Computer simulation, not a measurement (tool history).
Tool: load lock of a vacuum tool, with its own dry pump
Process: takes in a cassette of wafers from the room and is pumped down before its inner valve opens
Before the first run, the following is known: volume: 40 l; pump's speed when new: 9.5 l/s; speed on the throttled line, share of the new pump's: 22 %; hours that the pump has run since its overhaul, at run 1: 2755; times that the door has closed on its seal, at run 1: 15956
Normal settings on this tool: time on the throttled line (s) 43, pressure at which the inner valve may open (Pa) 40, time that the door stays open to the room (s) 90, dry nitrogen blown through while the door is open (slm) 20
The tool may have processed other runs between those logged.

run	hour	time on the throttled line (s)	pressure at which the inner valve may open (Pa)	time that the door stays open to the room (s)	dry nitrogen blown through while the door is open (slm)	hours that the pump has run since its overhaul	times that the door has closed on its seal	incoming humidity of the room's air, %	time from the closed door until the inner valve may open (s)	rise of the pressure with all valves shut (Pa/min)
1	0.0	43	40	90	20	2755	15956	43.0	67.6	0.099
2	549.9	43	40	44	20	3305	16559	43.3	67.5	0.093
3	785.2	43	40	180	20	3540	16817	45.2	67.6	0.120
4	1292.2	43	40	180	20	4047	17372	45.3	67.6	0.124
5	1814.7	43	40	180	20	4569	17945	43.3	67.9	0.133
6	2340.3	43	40	96	20	5095	18521	45.9	68.0	0.126
7	2788.5	37	49	33	5	5543	19012	45.5	62.6	0.127
8	3356.5	37	49	33	5	6111	19634	44.0	62.6	0.131

Expected results for the next run?
9	3895.2	29	40	90	40	6650	20225	44.4	?	?

Run 9 measured time from the closed door until the inner valve may open (s) 57.9, rise of the pressure with all valves shut (Pa/min) 0.131.
Take away the tool's hidden state, keep the run-to-run variation as it was, and the same run would have given time from the closed door until the inner valve may open (s) 55.5, rise of the pressure with all valves shut (Pa/min) 0.016.
